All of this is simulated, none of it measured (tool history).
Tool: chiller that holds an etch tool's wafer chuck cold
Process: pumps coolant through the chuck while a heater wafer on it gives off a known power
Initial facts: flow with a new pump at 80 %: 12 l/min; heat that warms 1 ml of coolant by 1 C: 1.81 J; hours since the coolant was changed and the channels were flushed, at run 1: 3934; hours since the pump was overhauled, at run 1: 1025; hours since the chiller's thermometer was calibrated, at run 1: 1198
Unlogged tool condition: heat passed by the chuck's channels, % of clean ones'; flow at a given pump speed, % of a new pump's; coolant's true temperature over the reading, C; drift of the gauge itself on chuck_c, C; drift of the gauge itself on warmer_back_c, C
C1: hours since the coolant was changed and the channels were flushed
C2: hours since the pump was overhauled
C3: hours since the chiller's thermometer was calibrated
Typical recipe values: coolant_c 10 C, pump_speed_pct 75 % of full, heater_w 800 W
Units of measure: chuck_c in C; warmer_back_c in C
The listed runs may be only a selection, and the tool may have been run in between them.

{"run": 1, "hour": 0.0, "coolant_c": 10, "pump_speed_pct": 75, "heater_w": 800, "C1": 3934, "C2": 1025, "C3": 1198, "chuck_c": 17.3, "warmer_back_c": 2.46}
{"run": 2, "hour": 122.3, "coolant_c": 10, "pump_speed_pct": 75, "heater_w": 800, "C1": 4056, "C2": 1147, "C3": 1321, "chuck_c": 17.2, "warmer_back_c": 2.47}
{"run": 3, "hour": 232.7, "coolant_c": 10, "pump_speed_pct": 75, "heater_w": 800, "C1": 4167, "C2": 1257, "C3": 1431, "chuck_c": 17.4, "warmer_back_c": 2.46}
{"run": 4, "hour": 356.9, "coolant_c": 10, "pump_speed_pct": 75, "heater_w": 800, "C1": 4291, "C2": 1382, "C3": 1555, "chuck_c": 17.3, "warmer_back_c": 2.47}
{"run": 5, "hour": 475.5, "coolant_c": 10, "pump_speed_pct": 75, "heater_w": 800, "C1": 4410, "C2": 1500, "C3": 1674, "chuck_c": 17.3, "warmer_back_c": 2.48}
{"run": 6, "hour": 546.6, "coolant_c": 10, "pump_speed_pct": 75, "heater_w": 800, "C1": 4481, "C2": 1571, "C3": 1745, "chuck_c": 17.5, "warmer_back_c": 2.42}
{"run": 7, "hour": 637.6, "coolant_c": 10, "pump_speed_pct": 75, "heater_w": 800, "C1": 4572, "C2": 1662, "C3": 1836, "chuck_c": 17.5, "warmer_back_c": 2.44}
{"run": 8, "hour": 740.4, "coolant_c": 10, "pump_speed_pct": 75, "heater_w": 427, "C1": 4674, "C2": 1765, "C3": 1939, "chuck_c": 14.1, "warmer_back_c": 1.32}
{"run": 9, "hour": 795.7, "coolant_c": 10, "pump_speed_pct": 75, "heater_w": 427, "C1": 4730, "C2": 1820, "C3": 1994, "chuck_c": 14.1, "warmer_back_c": 1.34}
{"run": 10, "hour": 858.2, "coolant_c": 10, "pump_speed_pct": 75, "heater_w": 427, "C1": 4792, "C2": 1883, "C3": 2057, "chuck_c": 14.0, "warmer_back_c": 1.31}
{"run": 11, "hour": 971.9, "coolant_c": 13, "pump_speed_pct": 75, "heater_w": 427, "C1": 4906, "C2": 1996, "C3": 2170, "chuck_c": 17.2, "warmer_back_c": 1.32}
{"run": 12, "hour": 1033.3, "coolant_c": 13, "pump_speed_pct": 75, "heater_w": 427, "C1": 4967, "C2": 2058, "C3": 2232, "chuck_c": 17.3, "warmer_back_c": 1.37}
{"run": 13, "hour": 1141.1, "coolant_c": 10, "pump_speed_pct": 75, "heater_w": 988, "C1": 5075, "C2": 2166, "C3": 2340, "chuck_c": 19.7, "warmer_back_c": 3.08}
{"run": 14, "hour": 1214.7, "coolant_c": 10, "pump_speed_pct": 75, "heater_w": 988, "C1": 5149, "C2": 2239, "C3": 2413, "chuck_c": 19.4, "warmer_back_c": 3.1}
{"run": 15, "hour": 1336.3, "coolant_c": 10, "pump_speed_pct": 75, "heater_w": 800, "C1": 5270, "C2": 2361, "C3": 2535, "chuck_c": 18.0, "warmer_back_c": 2.5}
{"run": 16, "hour": 1394.2, "coolant_c": 10, "pump_speed_pct": 75, "heater_w": 930, "C1": 5328, "C2": 2419, "C3": 2593, "chuck_c": 19.1, "warmer_back_c": 2.91}
{"hour": 1403.6, "done": "chiller's thermometer calibrated"}
{"run": 17, "hour": 1503.7, "coolant_c": 10, "pump_speed_pct": 75, "heater_w": 930, "C1": 5437, "C2": 2527, "C3": 100, "chuck_c": 19.4, "warmer_back_c": 2.89}
{"run": 18, "hour": 1565.4, "coolant_c": 10, "pump_speed_pct": 75, "heater_w": 930, "C1": 5498, "C2": 2589, "C3": 162, "chuck_c": 19.4, "warmer_back_c": 2.93}
{"hour": 1628.6, "done": "chiller's thermometer calibrated, once more"}
{"run": 19, "hour": 1628.6, "coolant_c": 10, "pump_speed_pct": 75, "heater_w": 930, "C1": 5561, "C2": 2651, "C3": 0, "chuck_c": 19.0, "warmer_back_c": 2.92}
{"run": 20, "hour": 1717.7, "coolant_c": 10, "pump_speed_pct": 75, "heater_w": 930, "C1": 5650, "C2": 2740, "C3": 89, "chuck_c": 19.1, "warmer_back_c": 2.94}
{"run": 21, "hour": 1800.5, "coolant_c": 14, "pump_speed_pct": 78, "heater_w": 458, "C1": 5733, "C2": 2823, "C3": 172, "chuck_c": 18.4, "warmer_back_c": 1.36}
{"run": 22, "hour": 1894.8, "coolant_c": 10, "pump_speed_pct": 63, "heater_w": 650, "C1": 5827, "C2": 2917, "C3": 266, "chuck_c": 17.3, "warmer_back_c": 2.54}
{"run": 23, "hour": 1979.6, "coolant_c": 15, "pump_speed_pct": 63, "heater_w": 413, "C1": 5912, "C2": 3002, "C3": 351, "chuck_c": 19.8, "warmer_back_c": 1.61}
{"run": 24, "hour": 2042.2, "coolant_c": 17, "pump_speed_pct": 80, "heater_w": 553, "C1": 5974, "C2": 3065, "C3": 414, "chuck_c": 22.3, "warmer_back_c": 1.62}
{"run": 25, "hour": 2103.9, "coolant_c": 10, "pump_speed_pct": 83, "heater_w": 571, "C1": 6036, "C2": 3127, "C3": 475, "chuck_c": 15.3, "warmer_back_c": 1.61}
{"run": 26, "hour": 2172.0, "coolant_c": 16, "pump_speed_pct": 75, "heater_w": 571, "C1": 6104, "C2": 3195, "C3": 543, "chuck_c": 21.8, "warmer_back_c": 1.87}
{"run": 27, "hour": 2237.1, "coolant_c": 2, "pump_speed_pct": 81, "heater_w": 616, "C1": 6169, "C2": 3260, "C3": 609, "chuck_c": 7.9, "warmer_back_c": 1.79}
{"run": 28, "hour": 2290.8, "coolant_c": 5, "pump_speed_pct": 89, "heater_w": 442, "C1": 6223, "C2": 3313, "C3": 662, "chuck_c": 9.0, "warmer_back_c": 1.19}
{"hour": 2357.6, "done": "coolant changed, channels flushed"}
{"run": 29, "hour": 2397.0, "coolant_c": 5, "pump_speed_pct": 70, "heater_w": 442, "C1": 39, "C2": 3414, "C3": 762, "chuck_c": 8.9, "warmer_back_c": 1.57}
{"run": 30, "hour": 2466.8, "coolant_c": 5, "pump_speed_pct": 70, "heater_w": 442, "C1": 109, "C2": 3483, "C3": 832, "chuck_c": 9.0, "warmer_back_c": 1.56}
{"run": 31, "hour": 2553.4, "coolant_c": 18, "pump_speed_pct": 90, "heater_w": 1151, "C1": 196, "C2": 3570, "C3": 919, "chuck_c": 26.4, "warmer_back_c": 3.03}

Each row is a separate what-if for the run after 31, all from the same tool condition, not one after another. Results?
{"run": "A", "hour": 2644.8, "coolant_c": 3, "pump_speed_pct": 90, "heater_w": 736, "C1": 287, "C2": 3661, "C3": 1010, "chuck_c": "?", "warmer_back_c": "?"}
{"run": "B", "hour": 2644.8, "coolant_c": 10, "pump_speed_pct": 75, "heater_w": 981, "C1": 287, "C2": 3661, "C3": 1010, "chuck_c": "?", "warmer_back_c": "?"}
{"run": "C", "hour": 2644.8, "coolant_c": 18, "pump_speed_pct": 90, "heater_w": 1186, "C1": 287, "C2": 3661, "C3": 1010, "chuck_c": "?", "warmer_back_c": "?"}
{"run": "D", "hour": 2644.8, "coolant_c": 17, "pump_speed_pct": 70, "heater_w": 1064, "C1": 287, "C2": 3661, "C3": 1010, "chuck_c": "?", "warmer_back_c": "?"}
{"run": "E", "hour": 2644.8, "coolant_c": 10, "pump_speed_pct": 69, "heater_w": 800, "C1": 287, "C2": 3661, "C3": 1010, "chuck_c": "?", "warmer_back_c": "?"}

run=A chuck_c=8.3 warmer_back_c=1.95
run=B chuck_c=18.2 warmer_back_c=3.20
run=C chuck_c=26.6 warmer_back_c=3.18
run=D chuck_c=26.3 warmer_back_c=3.71
run=E chuck_c=17.1 warmer_back_c=2.87
Without the tool's hidden state the same runs would have given:
run=A chuck_c=7.7 warmer_back_c=1.78
run=B chuck_c=17.4 warmer_back_c=2.92
run=C chuck_c=25.8 warmer_back_c=2.90
run=D chuck_c=25.5 warmer_back_c=3.38
run=E chuck_c=16.4 warmer_back_c=2.62
